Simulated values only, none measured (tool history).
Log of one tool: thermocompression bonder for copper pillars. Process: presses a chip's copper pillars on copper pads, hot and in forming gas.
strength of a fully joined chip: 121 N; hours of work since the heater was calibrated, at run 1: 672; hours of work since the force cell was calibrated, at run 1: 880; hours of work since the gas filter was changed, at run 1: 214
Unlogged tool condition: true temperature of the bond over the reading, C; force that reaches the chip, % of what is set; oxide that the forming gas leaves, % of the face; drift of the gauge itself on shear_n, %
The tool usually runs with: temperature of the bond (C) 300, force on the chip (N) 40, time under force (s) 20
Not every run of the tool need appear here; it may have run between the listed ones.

run    hour  temperature of the bond (C)  force on the chip (N)  time under force (s)  hours of work since the heater was calibrated  hours of work since the force cell was calibrated  hours of work since the gas filter was changed  force that shears a chip off (N)
  1       0                          300                     40                    20                                            672                                                880                                             214                              71.3
  2    34.1                          300                     50                    20                                            688                                                896                                             230                              80.9
  3    56.1                          300                     50                    20                                            699                                                906                                             241                              81.2
  4      87                          300                     40                    20                                            713                                                921                                             255                              70.9
  5   138.1                          300                     40                    20                                            737                                                945                                             280                              70.2
      143.4  -- forming gas filter changed
  6   169.5                          300                     40                    20                                            752                                                959                                              12                              74.6
  7     204                          300                     40                    20                                            768                                                976                                              29                              74.6
  8   240.4                          300                     47                    20                                            785                                                993                                              46                              82.1
  9   284.7                          296                     47                    20                                            806                                               1014                                              67                              77.9
 10   333.9                          294                     40                    20                                            830                                               1037                                              90                              68.9
 11   360.1                          294                     40                    20                                            842                                               1049                                             102                              69.2
 12   404.2                          300                     40                    20                                            863                                               1070                                             123                              73.6
 13   441.1                          300                     40                    20                                            880                                               1088                                             141                              73.2
 14   486.7                          300                     40                    20                                            902                                               1109                                             162                              73.5
      492.1  -- heater calibrated with a thermocouple chip
 15   517.4                          300                     40                    20                                             12                                               1123                                             176                              73.2
 16   567.7                          284                     40                    20                                             36                                               1147                                             199                              61.6
 17   592.6                          284                     36                    20                                             47                                               1158                                             211                              57.3
 18   615.3                          300                     40                    20                                             58                                               1169                                             222                              72.6
 19   648.4                          308                     40                    20                                             74                                               1185                                             238                              78.3
 20   687.7                          300                     34                    20                                             92                                               1203                                             256                              65.4
      708.1  -- heater calibrated with a thermocouple chip, once more
 21   730.7                          300                     44                    42                                             11                                               1223                                             276                              88.8
      742.6  -- forming gas filter changed
 22     771                          289                     35                    22                                             29                                               1241                                              13                              62.3
 23   795.9                          289                     35                    22                                             41                                               1253                                              25                              61.1
 24   818.2                          300                     35                    22                                             52                                               1264                                              36                              69.1
 25   845.9                          319                     40                    53                                             65                                               1277                                              49                             105.1
 26   896.2                          304                     37                    18                                             89                                               1301                                              73                                70
 27   932.9                          307                     40                    21                                            106                                               1318                                              90                              78.8
 28   972.9                          307                     40                    21                                            125                                               1337                                             109                              77.5
 29  1010.9                          286                     40                    20                                            143                                               1355                                             127                              62.2
 30    1056                          310                     28                    58                                            164                                               1376                                             148                                85
 31  1096.3                          310                     56                    24                                            183                                               1395                                             167                              96.1
 32  1133.1                          320                     56                    48                                            200                                               1412                                             184                             108.6
 33  1155.2                          318                     46                    20                                            211                                               1423                                             195                              89.8
 34    1176                          318                     46                    20                                            221                                               1433                                             205                              88.9
 35  1225.4                          318                     46                    20                                            244                                               1456                                             228                              88.7
 36  1271.3                          318                     46                    20                                            266                                               1478                                             250                              87.9
 37  1292.6                          318                     46                    20                                            276                                               1488                                             260                              87.8
 38  1315.2                          318                     46                    20                                            287                                               1499                                             271                              88.2
     1336.8  -- forming gas filter changed
 39  1349.6                          311                     44                    30                                            303                                               1515                                               6                              95.3

What differs in the tool's unlogged condition from the final listed run ahead of each entry between runs to the first listed run following it?
After run 5, before run 6: forming gas filter changed (hour 143.4)
  true temperature of the bond over the reading, C: 2.4 -> 2.5; oxide that the forming gas leaves, % of the face: 7.23 -> 1
  measured less the result without the state, force that shears a chip off (N): -4 -> +0.7
After run 14, before run 15: heater calibrated with a thermocouple chip (hour 492.1)
  true temperature of the bond over the reading, C: 3.1 -> 4.2; force that reaches the chip, % of what is set: 98.2 -> 98.1; oxide that the forming gas leaves, % of the face: 4.15 -> 4.45
  measured less the result without the state, force that shears a chip off (N): -1.4 -> -0.8
After run 20, before run 21: heater calibrated with a thermocouple chip, once more (hour 708.1)
  true temperature of the bond over the reading, C: 4.5 -> 1; oxide that the forming gas leaves, % of the face: 6.2 -> 6.61
  measured less the result without the state, force that shears a chip off (N): -1.6 -> -5.9
After run 21, before run 22: forming gas filter changed (hour 742.6)
  true temperature of the bond over the reading, C: 1 -> 1.1; force that reaches the chip, % of what is set: 98 -> 97.9; oxide that the forming gas leaves, % of the face: 6.61 -> 0.87
  measured less the result without the state, force that shears a chip off (N): -5.9 -> -0.4
After run 38, before run 39: forming gas filter changed (hour 1336.8)
  true temperature of the bond over the reading, C: 2.1 -> 2.2; oxide that the forming gas leaves, % of the face: 6.59 -> 0.73
  measured less the result without the state, force that shears a chip off (N): -5.4 -> +0.1
